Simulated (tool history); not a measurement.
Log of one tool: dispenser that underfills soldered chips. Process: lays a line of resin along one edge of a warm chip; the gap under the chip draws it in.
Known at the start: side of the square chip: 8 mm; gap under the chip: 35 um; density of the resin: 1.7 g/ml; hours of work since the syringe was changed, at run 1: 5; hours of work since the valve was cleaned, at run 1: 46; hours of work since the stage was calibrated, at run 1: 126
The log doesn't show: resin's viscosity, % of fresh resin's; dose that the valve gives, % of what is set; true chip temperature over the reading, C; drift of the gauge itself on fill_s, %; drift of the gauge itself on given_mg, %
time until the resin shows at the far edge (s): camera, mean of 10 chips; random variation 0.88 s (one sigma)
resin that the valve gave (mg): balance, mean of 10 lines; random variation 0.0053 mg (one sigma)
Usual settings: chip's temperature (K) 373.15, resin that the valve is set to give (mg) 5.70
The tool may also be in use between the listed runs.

| run | hour | chip's temperature (K) | resin that the valve is set to give (mg) | hours of work since the syringe was changed | hours of work since the valve was cleaned | hours of work since the stage was calibrated | time until the resin shows at the far edge (s) | resin that the valve gave (mg) |
|---|---|---|---|---|---|---|---|---|
| 1 | 0.0 | 373.15 | 5.70 | 5 | 46 | 126 | 134.7 | 5.603 |
|  | 5.2 | dispensing valve cleaned and set on the balance |
| 2 | 9.3 | 365.15 | 5.70 | 11 | 3 | 131 | 281.5 | 5.690 |
|  | 12.0 | new syringe of resin |
| 3 | 19.2 | 373.15 | 6.17 | 5 | 9 | 138 | 125.0 | 6.135 |
| 4 | 26.9 | 373.15 | 6.17 | 10 | 14 | 143 | 199.7 | 6.127 |
|  | 30.3 | new syringe of resin |
| 5 | 33.7 | 373.15 | 6.17 | 2 | 19 | 147 | 98.2 | 6.128 |
| 6 | 45.5 | 373.15 | 6.17 | 10 | 26 | 155 | 196.3 | 6.097 |
|  | 49.0 | new syringe of resin |
| 7 | 54.5 | 376.15 | 6.17 | 4 | 32 | 161 | 105.0 | 6.088 |
| 8 | 62.5 | 376.15 | 6.17 | 9 | 37 | 166 | 165.9 | 6.075 |
|  | 67.2 | new syringe of resin |
| 9 | 71.0 | 367.15 | 5.34 | 3 | 43 | 172 | 129.5 | 5.244 |
| 10 | 78.8 | 371.15 | 5.34 | 8 | 48 | 177 | 180.9 | 5.239 |
|  | 80.6 | dispensing valve cleaned and set on the balance |
|  | 86.8 | new syringe of resin |
| 11 | 88.4 | 371.15 | 5.34 | 1 | 5 | 182 | 97.1 | 5.339 |
| 12 | 100.0 | 373.15 | 7.25 | 9 | 13 | 190 | 175.4 | 7.229 |
|  | 105.5 | new syringe of resin |
| 13 | 108.6 | 373.15 | 7.25 | 2 | 18 | 195 | 100.0 | 7.207 |
| 14 | 120.7 | 362.15 | 4.85 | 10 | 26 | 203 | 298.7 | 4.808 |
|  | 123.6 | new syringe of resin |
| 15 | 129.2 | 364.15 | 5.18 | 4 | 32 | 209 | 157.0 | 5.126 |
|  | 142.0 | new syringe of resin |
| 16 | 142.0 | 364.15 | 5.18 | 0 | 40 | 217 | 115.2 | 5.103 |

Some steps in time until the resin shows at the far edge (s) between neighbouring runs. How much of each would the tool show without its hidden state too (settings, what came in, random variation), and how much is left for the hidden state, with any gauge scatter that isn't in both results?
Run 13 -> 14: chip's temperature (K) 373.15 -> 362.15, resin that the valve is set to give (mg) 7.25 -> 4.85. time until the resin shows at the far edge (s) +198.7: hidden state +160.9, all else +37.8.
